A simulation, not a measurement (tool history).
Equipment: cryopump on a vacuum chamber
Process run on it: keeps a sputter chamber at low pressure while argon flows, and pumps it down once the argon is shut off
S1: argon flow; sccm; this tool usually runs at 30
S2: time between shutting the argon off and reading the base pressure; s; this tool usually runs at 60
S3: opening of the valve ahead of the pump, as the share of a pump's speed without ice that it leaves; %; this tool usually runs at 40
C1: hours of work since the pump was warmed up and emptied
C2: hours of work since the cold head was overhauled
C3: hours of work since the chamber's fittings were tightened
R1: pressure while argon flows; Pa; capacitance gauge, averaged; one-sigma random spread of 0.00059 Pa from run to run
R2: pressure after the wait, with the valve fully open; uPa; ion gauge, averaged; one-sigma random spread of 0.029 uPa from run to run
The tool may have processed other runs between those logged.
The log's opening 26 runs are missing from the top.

run    hour  S1  S2  S3   C1    C2    C3      R1    R2
 27  2001.1  16  54  27  626  1612  1335  0.0674  2.03
 28  2065.7  22  41  38  661  1646  1369  0.0687  2.53
 29  2171.0  22  41  38  717  1703  1426  0.0697  2.55
 30  2242.7  22  41  38  756  1741  1464  0.0699  2.63
 31  2332.9  16  41  36  804  1790  1513  0.0538  2.63
 32  2412.9  23  86  39  847  1833  1555  0.0728  1.72
 33  2459.9  23  86  39  872  1858  1581  0.0732  1.75
 34  2566.0  23  86  39  929  1915  1637  0.0746  1.85

Here are 3 independent what-if runs from the current tool condition. What would each one return?
  A  2661.6  30  86  46  980  1966  1689   ?   ?
  B  2661.6  30  49  40  980  1966  1689   ?   ?
  C  2661.6  30  60  24  980  1966  1689   ?   ?

run      R1    R2
  A  0.0849  1.92
  B  0.0963  2.49
  C  0.1492  2.18
Take away the tool's hidden state, keep each run's random variation, and the runs would have read:
run      R1    R2
  A  0.0685  1.04
  B  0.0798  1.60
  C  0.1328  1.30

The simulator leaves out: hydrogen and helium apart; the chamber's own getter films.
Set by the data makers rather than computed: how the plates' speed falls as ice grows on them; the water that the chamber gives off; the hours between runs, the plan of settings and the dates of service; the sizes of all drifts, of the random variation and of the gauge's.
